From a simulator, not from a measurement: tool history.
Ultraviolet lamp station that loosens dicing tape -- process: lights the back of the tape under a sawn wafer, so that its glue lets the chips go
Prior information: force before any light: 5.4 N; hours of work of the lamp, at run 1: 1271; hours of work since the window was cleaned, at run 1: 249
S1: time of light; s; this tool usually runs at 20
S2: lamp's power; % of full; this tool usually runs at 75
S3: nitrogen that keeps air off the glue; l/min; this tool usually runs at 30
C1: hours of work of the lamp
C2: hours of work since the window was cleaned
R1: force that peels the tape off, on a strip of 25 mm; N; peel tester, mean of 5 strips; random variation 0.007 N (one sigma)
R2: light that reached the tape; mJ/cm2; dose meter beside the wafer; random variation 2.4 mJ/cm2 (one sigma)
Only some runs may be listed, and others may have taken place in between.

run     day  S1  S2  S3    C1   C2     R1   R2
  1       0  20  75  30  1271  249  0.472  206
  2   1.567  20  75  30  1300  278  0.508  205
  3   3.504  20  75  30  1336  314  0.516  204
  4   5.888  20  75  30  1380  358  0.521  199
  5   8.488  20  75  30  1428  406  0.533  194
  6   11.55  20  75  30  1485  463  0.547  192
  7  13.646  20  75  30  1524  502  0.562  187
     15.388  -- window cleaned of glue's vapour
  8  15.638  20  75  43  1560    5  0.474  178
  9   17.15  20  75  43  1588   33   0.48  179
 10  19.612  20  75  43  1634   78  0.517  178
 11  22.092  20  75  43  1680  124  0.507  171
 12  25.775  11  67  28  1748  192  2.067   83
 13  28.617  31  98  28  1801  245  0.164  340
     30.142  -- lamp changed
 14  30.508  14  62  55     7  279   0.68  140
 15  33.625  13  82  12    64  337  1.364  167
     35.696  -- window cleaned of glue's vapour, once more
 16  35.696  13  82  12   103    0  1.149  185
 17  37.829  13  82  12   142   39  1.214  187
 18  41.212  23  69  30   205  102  0.248  276
 19  42.783  23  69  30   234  131   0.25  272
 20  45.388  30  63  35   282  180  0.153  314

A few steps of R1 between consecutive runs. Split each: what settings, incoming material and random variation would produce without the hidden state, and what is left over for the hidden state, along with gauge scatter present in only one of the two compared results (measured, and without hidden state):
The hidden state here: lamp's light, % of a new lamp's; light that the window lets through, % of a clean one's; drift of the gauge itself on peel_n, %; drift of the gauge itself on dose_mj_cm2, %.
Run 11 -> 12: S1 20 -> 11, S2 75 -> 67, S3 43 -> 28. R1 +1.56 N: hidden state +0.592, all else +0.968.
Run 12 -> 13: S1 11 -> 31, S2 67 -> 98. R1 -1.903 N: hidden state -0.848, all else -1.055.
